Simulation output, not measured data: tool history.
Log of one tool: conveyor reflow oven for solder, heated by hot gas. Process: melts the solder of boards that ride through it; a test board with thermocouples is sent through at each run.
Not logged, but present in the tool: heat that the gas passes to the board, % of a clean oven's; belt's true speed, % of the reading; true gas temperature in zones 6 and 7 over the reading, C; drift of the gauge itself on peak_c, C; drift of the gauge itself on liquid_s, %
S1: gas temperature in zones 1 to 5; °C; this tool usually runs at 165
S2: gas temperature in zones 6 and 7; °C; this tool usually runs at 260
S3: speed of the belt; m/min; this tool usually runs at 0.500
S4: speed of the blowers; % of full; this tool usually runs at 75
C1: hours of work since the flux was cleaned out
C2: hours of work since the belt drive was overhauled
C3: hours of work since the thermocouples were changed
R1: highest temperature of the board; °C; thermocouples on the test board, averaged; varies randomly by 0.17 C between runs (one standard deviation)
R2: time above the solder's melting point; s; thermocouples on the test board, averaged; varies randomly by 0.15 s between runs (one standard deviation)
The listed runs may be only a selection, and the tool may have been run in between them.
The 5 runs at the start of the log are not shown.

{"run": 6, "day": 1.696, "S1": 165, "S2": 260, "S3": 0.5, "S4": 87, "C1": 117, "C2": 60, "C3": 117, "R1": 253.3, "R2": 64.0}
{"run": 7, "day": 2.017, "S1": 165, "S2": 260, "S3": 0.5, "S4": 87, "C1": 121, "C2": 64, "C3": 121, "R1": 253.0, "R2": 64.1}
{"run": 8, "day": 2.504, "S1": 165, "S2": 260, "S3": 0.5, "S4": 87, "C1": 126, "C2": 70, "C3": 126, "R1": 253.1, "R2": 63.9}
{"run": 9, "day": 2.808, "S1": 165, "S2": 260, "S3": 0.5, "S4": 87, "C1": 130, "C2": 74, "C3": 130, "R1": 253.0, "R2": 64.0}
{"run": 10, "day": 3.079, "S1": 165, "S2": 260, "S3": 0.5, "S4": 66, "C1": 134, "C2": 77, "C3": 134, "R1": 249.2, "R2": 59.5}
{"run": 11, "day": 3.317, "S1": 165, "S2": 260, "S3": 0.5, "S4": 75, "C1": 136, "C2": 80, "C3": 136, "R1": 251.2, "R2": 61.8}
{"run": 12, "day": 3.646, "S1": 165, "S2": 260, "S3": 0.5, "S4": 51, "C1": 140, "C2": 84, "C3": 140, "R1": 245.2, "R2": 54.0}
{"run": 13, "day": 3.871, "S1": 165, "S2": 267, "S3": 0.5, "S4": 75, "C1": 143, "C2": 87, "C3": 143, "R1": 257.8, "R2": 65.8}
{"run": 14, "day": 4.167, "S1": 165, "S2": 267, "S3": 0.5, "S4": 75, "C1": 147, "C2": 90, "C3": 147, "R1": 257.4, "R2": 66.2}
{"run": 15, "day": 4.521, "S1": 165, "S2": 267, "S3": 0.5, "S4": 75, "C1": 151, "C2": 95, "C3": 151, "R1": 257.5, "R2": 65.9}
{"run": 16, "day": 4.867, "S1": 165, "S2": 267, "S3": 0.5, "S4": 75, "C1": 155, "C2": 99, "C3": 155, "R1": 257.7, "R2": 66.0}
{"run": 17, "day": 5.246, "S1": 168, "S2": 267, "S3": 0.5, "S4": 58, "C1": 160, "C2": 104, "C3": 160, "R1": 254.1, "R2": 63.5}
{"run": 18, "day": 5.521, "S1": 165, "S2": 260, "S3": 0.541, "S4": 75, "C1": 163, "C2": 107, "C3": 163, "R1": 249.4, "R2": 54.6}
{"run": 19, "day": 5.867, "S1": 165, "S2": 258, "S3": 0.485, "S4": 75, "C1": 168, "C2": 111, "C3": 168, "R1": 249.7, "R2": 63.3}
{"run": 20, "day": 6.067, "S1": 173, "S2": 267, "S3": 0.423, "S4": 85, "C1": 170, "C2": 114, "C3": 170, "R1": 262.8, "R2": 86.5}
{"run": 21, "day": 6.512, "S1": 165, "S2": 260, "S3": 0.535, "S4": 75, "C1": 175, "C2": 119, "C3": 175, "R1": 249.4, "R2": 56.0}
{"run": 22, "day": 6.729, "S1": 165, "S2": 257, "S3": 0.5, "S4": 75, "C1": 178, "C2": 122, "C3": 178, "R1": 248.3, "R2": 59.7}
{"run": 23, "day": 7.204, "S1": 154, "S2": 266, "S3": 0.41, "S4": 89, "C1": 184, "C2": 128, "C3": 184, "R1": 261.6, "R2": 83.4}
{"run": 24, "day": 7.417, "S1": 154, "S2": 248, "S3": 0.483, "S4": 61, "C1": 187, "C2": 130, "C3": 187, "R1": 236.7, "R2": 44.7}
{"run": 25, "day": 7.75, "S1": 176, "S2": 248, "S3": 0.559, "S4": 61, "C1": 191, "C2": 134, "C3": 191, "R1": 236.5, "R2": 43.3}
{"run": 26, "day": 8.146, "S1": 176, "S2": 248, "S3": 0.559, "S4": 61, "C1": 195, "C2": 139, "C3": 195, "R1": 235.9, "R2": 43.3}
{"run": 27, "day": 8.417, "S1": 176, "S2": 248, "S3": 0.559, "S4": 61, "C1": 199, "C2": 142, "C3": 199, "R1": 236.3, "R2": 43.2}
{"run": 28, "day": 8.629, "S1": 165, "S2": 257, "S3": 0.428, "S4": 75, "C1": 201, "C2": 145, "C3": 201, "R1": 251.6, "R2": 74.4}
{"run": 29, "day": 8.983, "S1": 176, "S2": 274, "S3": 0.54, "S4": 68, "C1": 206, "C2": 149, "C3": 206, "R1": 262.0, "R2": 66.1}
{"run": 30, "day": 9.25, "S1": 173, "S2": 274, "S3": 0.473, "S4": 82, "C1": 209, "C2": 153, "C3": 209, "R1": 267.0, "R2": 78.6}

5 ways to go on from here, each from the tool as it stands after run 30. What would each give?
{"run": "A", "day": 9.621, "S1": 173, "S2": 252, "S3": 0.58, "S4": 61, "C1": 213, "C2": 157, "C3": 213, "R1": "?", "R2": "?"}
{"run": "B", "day": 9.621, "S1": 165, "S2": 260, "S3": 0.583, "S4": 75, "C1": 213, "C2": 157, "C3": 213, "R1": "?", "R2": "?"}
{"run": "C", "day": 9.621, "S1": 166, "S2": 274, "S3": 0.473, "S4": 82, "C1": 213, "C2": 157, "C3": 213, "R1": "?", "R2": "?"}
{"run": "D", "day": 9.621, "S1": 168, "S2": 275, "S3": 0.473, "S4": 56, "C1": 213, "C2": 157, "C3": 213, "R1": "?", "R2": "?"}
{"run": "E", "day": 9.621, "S1": 177, "S2": 260, "S3": 0.553, "S4": 50, "C1": 213, "C2": 157, "C3": 213, "R1": "?", "R2": "?"}

run=A R1=238.1 R2=42.2
run=B R1=247.3 R2=48.6
run=C R1=266.7 R2=75.9
run=D R1=262.7 R2=72.8
run=E R1=243.8 R2=50.7
Take away the tool's hidden state, keep each run's random variation, and the runs would have read:
run=A R1=238.1 R2=42.2
run=B R1=247.4 R2=48.6
run=C R1=266.7 R2=75.9
run=D R1=262.7 R2=72.8
run=E R1=243.9 R2=50.7
